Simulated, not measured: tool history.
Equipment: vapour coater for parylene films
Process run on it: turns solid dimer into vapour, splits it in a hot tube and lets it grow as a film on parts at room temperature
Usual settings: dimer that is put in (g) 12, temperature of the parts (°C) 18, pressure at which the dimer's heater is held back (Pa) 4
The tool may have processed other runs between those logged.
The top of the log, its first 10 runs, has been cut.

run,hour,dimer that is put in (g),temperature of the parts (°C),pressure at which the dimer's heater is held back (Pa),thickness of the film (nm)
11,218.2,12,18,3.31,5250
12,231.5,12,18,3.31,5310
13,244.5,12,18,4,5050
14,256.2,12,18,4,5190
15,279.7,12,18,4,5170
16,306.5,12,18,4,5160
17,327.4,12,18,4,5130
18,342.6,12,18,4,5060
19,359,12,29,4.22,3810
20,374.1,12,29,4.22,3800
21,400.8,12,29,4.22,3860
22,421.2,16,24,11.68,4700
23,442.5,11,18,9.42,3920
24,459.5,11,18,9.42,3960
25,477.4,11,18,9.42,3900
26,490,12,13,4,5750
27,504.7,15,14,7.15,6240
28,524.9,12,22,2.04,5250
29,546.6,13,16,2.21,6570
30,559.2,7,18,2.52,3290
31,580.8,14,18,2.52,6590
# hour 594.3: trap's valve overhauled
32,603.9,13,11,2.67,7090
33,621.4,13,11,2.67,7120
34,639.1,12,18,9.71,4320

Below are 4 alternative next runs, each starting from the tool's condition after run 34. Predict each:
A,663.4,17,13,7.15,?
B,663.4,10,18,3.72,?
C,663.4,6,26,6.67,?
D,663.4,12,30,8.15,?

run,thickness of the film (nm)
A,7240
B,4330
C,1820
D,3270
Had the tool no hidden state, the same runs would have come out as:
run,thickness of the film (nm)
A,7250
B,4330
C,1820
D,3280

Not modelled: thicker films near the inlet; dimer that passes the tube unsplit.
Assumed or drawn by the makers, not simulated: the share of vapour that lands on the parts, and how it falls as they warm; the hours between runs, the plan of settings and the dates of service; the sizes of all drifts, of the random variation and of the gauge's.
